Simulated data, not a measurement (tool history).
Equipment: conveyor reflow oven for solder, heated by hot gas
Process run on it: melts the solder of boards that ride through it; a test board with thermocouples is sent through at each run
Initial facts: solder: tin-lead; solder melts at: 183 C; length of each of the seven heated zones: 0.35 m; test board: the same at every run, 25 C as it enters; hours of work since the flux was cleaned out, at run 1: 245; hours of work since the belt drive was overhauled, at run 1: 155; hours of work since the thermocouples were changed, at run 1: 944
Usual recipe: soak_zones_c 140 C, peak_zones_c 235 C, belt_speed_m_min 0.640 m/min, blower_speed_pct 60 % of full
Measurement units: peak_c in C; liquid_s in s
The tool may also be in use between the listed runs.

run   hour  soak_zones_c  peak_zones_c  belt_speed_m_min  blower_speed_pct  hours of work since the flux was cleaned out  hours of work since the belt drive was overhauled  hours of work since the thermocouples were changed  peak_c  liquid_s
  1    0.0           140           235             0.640                60                                           245                                                155                                                 944   207.4      39.7
  2   13.0           140           235             0.640                60                                           251                                                161                                                 949   207.6      40.8
      23.5  -- thermocouples of zones 6 and 7 changed
  3   24.5           140           235             0.640                60                                           255                                                165                                                   0   208.4      42.3
  4   33.2           140           235             0.640                60                                           258                                                168                                                   4   209.0      41.2
  5   40.0           140           235             0.640                60                                           261                                                171                                                   7   209.6      42.0
      45.8  -- flux residue cleaned out of gas plates and filters
  6   51.6           140           235             0.640                64                                             2                                                174                                                  10   209.0      42.0
  7   62.7           140           235             0.640                64                                             7                                                179                                                  15   209.5      41.0
  8   75.3           126           237             0.640                60                                            13                                                184                                                  20   205.8      34.2
  9   87.0           140           235             0.640                52                                            18                                                189                                                  25   205.0      37.3
 10   97.9           140           235             0.640                52                                            22                                                194                                                  30   204.3      36.9
     104.9  -- flux residue cleaned out of gas plates and filters, once more
 11  113.9           143           249             0.640                60                                             4                                                198                                                  34   223.9      54.8
 12  123.7           126           242             0.543                53                                             8                                                203                                                  38   217.5      53.7
 13  136.3           126           242             0.543                53                                            13                                                208                                                  44   217.9      54.5

Below are 3 alternative next runs, each starting from the tool's condition after run 13. Predict each:
  A  142.7           140           235             0.542                60                                            16                                                211                                                  46       ?         ?
  B  142.7           126           242             0.580                53                                            16                                                211                                                  46       ?         ?
  C  142.7           140           228             0.562                57                                            16                                                211                                                  46       ?         ?

run  peak_c  liquid_s
  A   216.0      58.1
  B   215.3      47.9
  C   208.4      49.7
What these runs would have given with no unlogged condition in the tool:
run  peak_c  liquid_s
  A   216.1      57.9
  B   215.4      47.7
  C   208.5      49.5

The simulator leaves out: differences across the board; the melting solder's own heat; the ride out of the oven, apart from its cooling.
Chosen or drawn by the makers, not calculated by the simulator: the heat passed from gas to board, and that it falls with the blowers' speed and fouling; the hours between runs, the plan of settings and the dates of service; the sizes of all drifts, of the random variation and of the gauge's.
